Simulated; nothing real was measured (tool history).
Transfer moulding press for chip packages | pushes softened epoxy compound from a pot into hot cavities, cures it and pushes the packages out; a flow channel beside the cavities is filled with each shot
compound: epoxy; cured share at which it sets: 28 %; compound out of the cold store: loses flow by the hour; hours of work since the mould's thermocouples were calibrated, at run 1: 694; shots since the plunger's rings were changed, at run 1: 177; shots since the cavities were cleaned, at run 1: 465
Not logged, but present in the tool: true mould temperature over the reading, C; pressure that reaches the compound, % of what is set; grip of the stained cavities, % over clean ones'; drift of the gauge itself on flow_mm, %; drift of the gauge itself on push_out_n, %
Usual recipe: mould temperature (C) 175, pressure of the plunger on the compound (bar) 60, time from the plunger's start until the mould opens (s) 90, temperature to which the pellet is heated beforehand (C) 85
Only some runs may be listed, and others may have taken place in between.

run,hour,mould temperature (C),pressure of the plunger on the compound (bar),time from the plunger's start until the mould opens (s),temperature to which the pellet is heated beforehand (C),hours of work since the mould's thermocouples were calibrated,shots since the plunger's rings were changed,shots since the cavities were cleaned,incoming compound's hours out of the cold store,length that the compound runs in the flow channel (mm),greatest force on the pins that push the packages out (N)
1,0,175,60,90,85,694,177,465,20.8,503,914
# hour 18.7: cavities cleaned with cleaning compound and waxed
2,58,175,60,90,85,717,596,291,23,501,819
# hour 103.5: cavities cleaned with cleaning compound and waxed
3,153.9,175,55.9,90,85,755,1296,374,17.6,481,857
# hour 186.9: cavities cleaned with cleaning compound and waxed
# hour 221.3: mould's thermocouples calibrated
4,245.8,175,55.9,90,85,10,1951,422,26.6,471,929
# hour 269.2: cavities cleaned with cleaning compound and waxed
5,318.9,175,60,90,85,39,2481,368,10.3,514,910
# hour 350.2: cavities cleaned with cleaning compound and waxed
6,380.8,175,60,90,85,63,2929,227,44.8,440,773
# hour 434.4: cavities cleaned with cleaning compound and waxed
7,451.8,178,60,90,85,91,3444,129,22.9,470,660
# hour 516.3: cavities cleaned with cleaning compound and waxed
8,537.3,178,51.6,90,85,125,4067,156,22.6,429,641
9,591.4,178,51.6,90,85,147,4467,556,20,429,837
# hour 601.1: cavities cleaned with cleaning compound and waxed
# hour 681.2: cavities cleaned with cleaning compound and waxed
10,697.3,175,60,90,85,189,5230,119,33.6,451,708
# hour 762.3: cavities cleaned with cleaning compound and waxed
# hour 779.4: plunger's sealing rings changed
11,779.4,173,60,90,85,220,0,108,36.3,485,787
# hour 850.2: cavities cleaned with cleaning compound and waxed
12,850.2,175,60,90,81,249,513,0,27.8,494,607
13,920.3,175,60,90,81,277,1033,520,14.9,506,956
# hour 936.9: cavities cleaned with cleaning compound and waxed
# hour 1020.3: cavities cleaned with cleaning compound and waxed
14,1020.3,175,66.7,122,85,316,1752,0,32.3,500,461
# hour 1100.3: cavities cleaned with cleaning compound and waxed
15,1100.3,175,60,82,93,348,2333,0,31.4,468,699
# hour 1183.4: cavities cleaned with cleaning compound and waxed
16,1197.3,180,51.9,88,85,386,3041,102,16.9,444,559
17,1248.9,180,51.9,88,85,407,3424,485,9.4,451,758
# hour 1265.3: cavities cleaned with cleaning compound and waxed
18,1317.1,179,71.7,80,80,434,3918,384,28.6,493,815
# hour 1349.3: cavities cleaned with cleaning compound and waxed
19,1411.5,167,71.7,80,80,472,4607,462,12.5,540,2177
# hour 1435.4: cavities cleaned with cleaning compound and waxed
20,1504.2,177,72.2,90,85,509,5283,510,47,455,814
# hour 1518.6: cavities cleaned with cleaning compound and waxed
21,1560.4,177,72.2,90,85,531,5688,310,12.2,509,743
# hour 1581.4: plunger's sealing rings changed
# hour 1606.5: cavities cleaned with cleaning compound and waxed
22,1662.7,177,72.2,90,85,571,592,417,10.2,570,755
# hour 1690.6: cavities cleaned with cleaning compound and waxed
23,1748.1,175,60,127,89,605,1213,426,35.9,469,657
# hour 1776.2: cavities cleaned with cleaning compound and waxed
24,1829.1,175,60,127,89,637,1802,392,13.9,497,658
# hour 1857.9: cavities cleaned with cleaning compound and waxed
25,1901.3,175,60,90,79,665,2326,321,31.4,469,799

Alternative continuations, all from the tool just after run 25; predict every row:
# hour 1944.7: cavities cleaned with cleaning compound and waxed
A,2005.1,167,60,120,85,707,3085,448,27.3,?,?
# hour 1944.7: cavities cleaned with cleaning compound and waxed
B,2005.1,173,72,90,84,707,3085,448,44.2,?,?
# hour 1944.7: cavities cleaned with cleaning compound and waxed
C,2005.1,169,60,80,84,707,3085,448,31.7,?,?
# hour 1944.7: cavities cleaned with cleaning compound and waxed
D,2005.1,175,57,90,79,707,3085,448,16.3,?,?

run,length that the compound runs in the flow channel (mm),greatest force on the pins that push the packages out (N)
A,492,848
B,488,905
C,471,1679
D,477,892
With no hidden state in the tool, these same runs would have given:
run,length that the compound runs in the flow channel (mm),greatest force on the pins that push the packages out (N)
A,520,635
B,516,684
C,499,1285
D,504,673
